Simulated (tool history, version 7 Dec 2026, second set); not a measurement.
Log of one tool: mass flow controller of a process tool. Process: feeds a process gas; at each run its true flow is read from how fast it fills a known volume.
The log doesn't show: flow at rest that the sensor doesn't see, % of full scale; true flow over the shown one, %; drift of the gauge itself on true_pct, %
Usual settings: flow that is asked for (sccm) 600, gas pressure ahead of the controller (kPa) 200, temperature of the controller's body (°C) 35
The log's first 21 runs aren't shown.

run      day  flow that is asked for (sccm)  gas pressure ahead of the controller (kPa)  temperature of the controller's body (°C)  hours of work since the controller was set to zero  hours of work since the controller was changed  true flow (%)
 22  298.633                            238                                         182                                         30                                                4802                                            4802          98.36
 23  312.638                            200                                         217                                         32                                                5044                                            5044          98.47
 24  327.150                            356                                         148                                         32                                                5294                                            5294          97.63
 25  347.408                            600                                         236                                         31                                                5645                                            5645          97.24
 26  367.304                            600                                         236                                         31                                                5988                                            5988          97.30
 27  383.438                            466                                         236                                         31                                                6267                                            6267          97.15
 28  403.625                            466                                         236                                         31                                                6616                                            6616          97.17
 29  415.512                            119                                         272                                         30                                                6821                                            6821         102.05
 30  434.200                            600                                         253                                         35                                                7144                                            7144          96.54
     438.688  -- controller's zero set anew
 31  451.088                            600                                         166                                         34                                                 214                                            7436          95.40
 32  460.496                            600                                         166                                         34                                                 377                                            7598          95.35
 33  480.367                            600                                         166                                         34                                                 720                                            7942          95.29
 34  491.379                            247                                         146                                         21                                                 911                                            8132          96.18
 35  512.129                            247                                         146                                         21                                                1269                                            8491          96.18
 36  522.196                            119                                         146                                         34                                                1443                                            8665          95.50
 37  531.888                            119                                         146                                         34                                                1611                                            8832          95.65
 38  546.121                            319                                         201                                         29                                                1857                                            9078          95.24

Forecast each of these 4 alternatives for the next run:
  A  563.908                            600                                         153                                         35                                                2164                                            9386              ?
  B  563.908                            793                                         201                                         27                                                2164                                            9386              ?
  C  563.908                            444                                         201                                         28                                                2164                                            9386              ?
  D  563.908                            319                                         162                                         32                                                2164                                            9386              ?

run  true flow (%)
  A          95.03
  B          96.17
  C          95.35
  D          95.04
Without the tool's hidden state the same runs would have given:
run  true flow (%)
  A          97.99
  B          99.27
  C          98.12
  D          97.52
